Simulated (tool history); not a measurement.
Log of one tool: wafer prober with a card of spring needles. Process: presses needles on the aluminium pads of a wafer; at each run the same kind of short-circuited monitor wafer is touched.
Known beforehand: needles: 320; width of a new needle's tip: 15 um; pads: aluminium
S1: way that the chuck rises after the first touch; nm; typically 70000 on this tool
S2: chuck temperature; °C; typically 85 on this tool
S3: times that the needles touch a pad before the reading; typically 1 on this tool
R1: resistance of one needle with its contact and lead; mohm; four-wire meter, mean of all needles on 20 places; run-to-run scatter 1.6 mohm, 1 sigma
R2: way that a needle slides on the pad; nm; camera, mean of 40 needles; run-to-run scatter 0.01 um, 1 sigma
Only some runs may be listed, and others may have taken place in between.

Run 1, hour 0.0: usual settings. Result: R1 211 mohm, R2 9850 nm.
Run 2, hour 10.5: usual settings. Result: R1 245 mohm, R2 9950 nm.
Run 3, hour 15.5: usual settings. Result: R1 233 mohm, R2 9950 nm.
Run 4, hour 26.1: usual settings. Result: R1 216 mohm, R2 9950 nm.
Run 5, hour 34.5: usual settings. Result: R1 202 mohm, R2 9930 nm.
Run 6, hour 45.1: usual settings. Result: R1 194 mohm, R2 9930 nm.
Run 7, hour 55.5: usual settings. Result: R1 192 mohm, R2 9920 nm.
Run 8, hour 60.0: usual settings. Result: R1 213 mohm, R2 9920 nm.
Run 9, hour 66.5: usual settings. Result: R1 188 mohm, R2 9920 nm.
Run 10, hour 71.8: usual settings but S2 28 °C. Result: R1 206 mohm, R2 9920 nm.
Run 11, hour 82.0: usual settings but S2 28 °C. Result: R1 202 mohm, R2 9920 nm.
Run 12, hour 89.2: usual settings but S2 28 °C. Result: R1 174 mohm, R2 9920 nm.
Run 13, hour 97.7: usual settings but S2 28 °C. Result: R1 215 mohm, R2 9900 nm.
Run 14, hour 102.8: usual settings but S1 81000 nm, S2 50 °C. Result: R1 188 mohm, R2 11440 nm.
Run 15, hour 109.7: usual settings but S1 81000 nm, S2 50 °C. Result: R1 204 mohm, R2 11470 nm.
Run 16, hour 114.8: usual settings but S1 53000 nm, S2 32 °C, S3 2. Result: R1 199 mohm, R2 7470 nm.
Run 17, hour 123.6: usual settings but S1 54000 nm, S2 97 °C, S3 2. Result: R1 190 mohm, R2 7610 nm.
Run 18, hour 134.8: usual settings but S1 54000 nm, S2 97 °C, S3 2. Result: R1 180 mohm, R2 7600 nm.
Run 19, hour 141.9: usual settings but S1 54000 nm, S2 96 °C, S3 2. Result: R1 219 mohm, R2 7600 nm.
Run 20, hour 150.1: usual settings but S1 77000 nm, S2 29 °C. Result: R1 190 mohm, R2 10890 nm.
Run 21, hour 156.5: usual settings but S1 77000 nm, S2 29 °C. Result: R1 204 mohm, R2 10870 nm.
Run 22, hour 163.1: usual settings but S1 71000 nm, S2 39 °C, S3 2. Result: R1 182 mohm, R2 10000 nm.
Run 23, hour 170.3: usual settings but S1 71000 nm, S2 39 °C, S3 2. Result: R1 170 mohm, R2 10010 nm.

Between the runs listed above, the log contained 17 entries, not reproduced here. Where in the sequence does each belong, and how does what the log doesn't record of the tool's condition differ from the listed run before to the listed run after?
In the gap between runs 1 and 2: tips cleaned on abrasive film (hour 5.1); height of the first contact set anew (hour 9.4)
  debris on the tips, nm: 54.9 -> 86.8; way that the needles fall short of the set height, um: 0.71 -> 0; tips' diameter, um: 15.52 -> 15.88
  measured less the result without the state, R1: +48 -> +79 mohm; R2: -100 -> +0 nm
In the gap between runs 3 and 4: tips cleaned on abrasive film (hour 17.3)
  debris on the tips, nm: 79.6 -> 60.4; way that the needles fall short of the set height, um: 0 -> 0.05; tips' diameter, um: 15.88 -> 15.89
  measured less the result without the state, R1: +71 -> +53 mohm; R2: +0 -> +0 nm
In the gap between runs 4 and 5: tips cleaned on abrasive film (hour 28.7); tips cleaned on abrasive film, once more (hour 29.8)
  debris on the tips, nm: 60.4 -> 41.8; way that the needles fall short of the set height, um: 0.05 -> 0.14; tips' diameter, um: 15.89 -> 15.92
  measured less the result without the state, R1: +53 -> +38 mohm; R2: +0 -> -20 nm
In the gap between runs 5 and 6: tips cleaned on abrasive film (hour 41.6)
  debris on the tips, nm: 41.8 -> 35.9; way that the needles fall short of the set height, um: 0.14 -> 0.2; tips' diameter, um: 15.92 -> 15.94
  measured less the result without the state, R1: +38 -> +32 mohm; R2: -20 -> -20 nm
In the gap between runs 6 and 7: tips cleaned on abrasive film (hour 52.9)
  debris on the tips, nm: 35.9 -> 31.1; way that the needles fall short of the set height, um: 0.2 -> 0.24; tips' diameter, um: 15.94 -> 15.96
  measured less the result without the state, R1: +32 -> +29 mohm; R2: -20 -> -40 nm
In the gap between runs 8 and 9: tips cleaned on abrasive film (hour 64.6)
  debris on the tips, nm: 54.9 -> 23.8; way that the needles fall short of the set height, um: 0.24 -> 0.28; tips' diameter, um: 15.96 -> 15.98
  measured less the result without the state, R1: +49 -> +22 mohm; R2: -30 -> -40 nm
In the gap between runs 10 and 11: tips cleaned on abrasive film (hour 76.2)
  debris on the tips, nm: 56 -> 48.9; way that the needles fall short of the set height, um: 0.28 -> 0.35; tips' diameter, um: 15.98 -> 16
  measured less the result without the state, R1: +54 -> +49 mohm; R2: -40 -> -50 nm
In the gap between runs 11 and 12: tips cleaned on abrasive film (hour 87.7)
  debris on the tips, nm: 48.9 -> 20.1; way that the needles fall short of the set height, um: 0.35 -> 0.4; tips' diameter, um: 16 -> 16.02
  measured less the result without the state, R1: +49 -> +21 mohm; R2: -50 -> -60 nm
In the gap between runs 13 and 14: tips cleaned on abrasive film (hour 99.2)
  debris on the tips, nm: 62 -> 38; way that the needles fall short of the set height, um: 0.4 -> 0.45; tips' diameter, um: 16.02 -> 16.03
  measured less the result without the state, R1: +62 -> +30 mohm; R2: -60 -> -70 nm
In the gap between runs 15 and 16: tips cleaned on abrasive film (hour 110.5)
  debris on the tips, nm: 63.5 -> 39.5; way that the needles fall short of the set height, um: 0.45 -> 0.49; tips' diameter, um: 16.03 -> 16.05
  measured less the result without the state, R1: +49 -> +39 mohm; R2: -60 -> -70 nm
In the gap between runs 16 and 17: tips cleaned on abrasive film (hour 122.1)
  debris on the tips, nm: 39.5 -> 22.8; way that the needles fall short of the set height, um: 0.49 -> 0.53; tips' diameter, um: 16.05 -> 16.06
  measured less the result without the state, R1: +39 -> +20 mohm; R2: -70 -> -80 nm
In the gap between runs 17 and 18: tips cleaned on abrasive film (hour 134.1)
  debris on the tips, nm: 22.8 -> 11.5; way that the needles fall short of the set height, um: 0.53 -> 0.57; tips' diameter, um: 16.06 -> 16.08
  measured less the result without the state, R1: +20 -> +11 mohm; R2: -80 -> -80 nm
In the gap between runs 19 and 20: tips cleaned on abrasive film (hour 145.6)
  debris on the tips, nm: 56.5 -> 41.7; way that the needles fall short of the set height, um: 0.57 -> 0.62; tips' diameter, um: 16.08 -> 16.09
  measured less the result without the state, R1: +48 -> +36 mohm; R2: -80 -> -90 nm
In the gap between runs 21 and 22: tips cleaned on abrasive film (hour 157.1)
  debris on the tips, nm: 62.6 -> 48.3; way that the needles fall short of the set height, um: 0.62 -> 0.66; tips' diameter, um: 16.09 -> 16.11
  measured less the result without the state, R1: +54 -> +29 mohm; R2: -90 -> -100 nm
In the gap between runs 22 and 23: tips cleaned on abrasive film (hour 168.6)
  debris on the tips, nm: 48.3 -> 23; way that the needles fall short of the set height, um: 0.66 -> 0.72; tips' diameter, um: 16.11 -> 16.13
  measured less the result without the state, R1: +29 -> +14 mohm; R2: -100 -> -100 nm

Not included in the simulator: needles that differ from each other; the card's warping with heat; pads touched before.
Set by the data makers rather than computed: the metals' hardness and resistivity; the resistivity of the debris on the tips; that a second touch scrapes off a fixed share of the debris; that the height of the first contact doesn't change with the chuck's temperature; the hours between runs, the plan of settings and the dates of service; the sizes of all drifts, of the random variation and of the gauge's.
